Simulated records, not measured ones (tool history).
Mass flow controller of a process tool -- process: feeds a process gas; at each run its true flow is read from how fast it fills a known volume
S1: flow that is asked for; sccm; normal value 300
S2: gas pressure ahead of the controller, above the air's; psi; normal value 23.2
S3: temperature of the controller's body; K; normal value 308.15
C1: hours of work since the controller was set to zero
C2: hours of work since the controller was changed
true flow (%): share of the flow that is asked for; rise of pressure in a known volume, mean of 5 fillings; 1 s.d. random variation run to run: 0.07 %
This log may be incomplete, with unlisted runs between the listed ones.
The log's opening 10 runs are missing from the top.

Run 11, hour 1826.5: usual settings but S1 279 sccm; C1 3386; C2 3386. Result: true flow (%) 100.93.
Run 12, hour 2022.7: usual settings but S1 279 sccm; C1 3474; C2 3474. Result: true flow (%) 100.96.
Run 13, hour 2177.2: usual settings but S2 39.2 psi; C1 3543; C2 3543. Result: true flow (%) 100.79.
Run 14, hour 2312.3: usual settings; C1 3603; C2 3603. Result: true flow (%) 101.11.
Run 15, hour 2498.7: usual settings; C1 3686; C2 3686. Result: true flow (%) 101.17.
Run 16, hour 2672.4: usual settings; C1 3764; C2 3764. Result: true flow (%) 101.26.
Run 17, hour 2836.8: usual settings but S1 51 sccm, S3 295.15 K; C1 3837; C2 3837. Result: true flow (%) 100.84.
Run 18, hour 3049.1: usual settings but S1 263 sccm, S2 32.6 psi, S3 297.15 K; C1 3932; C2 3932. Result: true flow (%) 100.44.
Run 19, hour 3287.5: usual settings but S1 265 sccm, S2 32.6 psi, S3 297.15 K; C1 4038; C2 4038. Result: true flow (%) 100.61.
Run 20, hour 3462.0: usual settings but S1 265 sccm, S2 32.6 psi, S3 297.15 K; C1 4116; C2 4116. Result: true flow (%) 100.58.
Run 21, hour 3604.6: usual settings but S1 204 sccm, S3 310.15 K; C1 4180; C2 4180. Result: true flow (%) 101.09.
Run 22, hour 3835.1: usual settings but S1 357 sccm; C1 4283; C2 4283. Result: true flow (%) 101.67.
Run 23, hour 4015.8: usual settings but S1 357 sccm; C1 4363; C2 4363. Result: true flow (%) 101.87.
Run 24, hour 4206.0: usual settings but S1 225 sccm, S2 23.1 psi, S3 296.15 K; C1 4448; C2 4448. Result: true flow (%) 100.67.
Run 25, hour 4305.4: usual settings but S1 71 sccm, S2 40.6 psi; C1 4493; C2 4493. Result: true flow (%) 101.15.
Run 26, hour 4487.6: usual settings but S1 51 sccm, S2 40.6 psi; C1 4574; C2 4574. Result: true flow (%) 101.90.
Run 27, hour 4599.7: usual settings but S1 112 sccm, S2 23.6 psi, S3 306.15 K; C1 4624; C2 4624. Result: true flow (%) 101.09.
Run 28, hour 4804.2: usual settings but S3 300.15 K; C1 4715; C2 4715. Result: true flow (%) 101.35.
Run 29, hour 5023.9: usual settings but S3 298.15 K; C1 4813; C2 4813. Result: true flow (%) 101.39.
Run 30, hour 5182.8: usual settings but S1 310 sccm, S3 307.15 K; C1 4884; C2 4884. Result: true flow (%) 101.62.

3 options for the next run, each taken on its own from the tool as it stands now. Forecast them:
Run A, hour 5368.5: usual settings but S1 159 sccm, S2 33.5 psi, S3 300.15 K; C1 4967; C2 4967. Result: true flow (%) ?.
Run B, hour 5368.5: usual settings but S1 475 sccm, S2 22.2 psi, S3 312.15 K; C1 4967; C2 4967. Result: true flow (%) ?.
Run C, hour 5368.5: usual settings but S2 38.7 psi, S3 301.15 K; C1 4967; C2 4967. Result: true flow (%) ?.

run  true flow (%)
  A         100.73
  B         103.08
  C         101.19
What these runs would have given with no unlogged condition in the tool:
run  true flow (%)
  A          97.70
  B         100.66
  C          98.59

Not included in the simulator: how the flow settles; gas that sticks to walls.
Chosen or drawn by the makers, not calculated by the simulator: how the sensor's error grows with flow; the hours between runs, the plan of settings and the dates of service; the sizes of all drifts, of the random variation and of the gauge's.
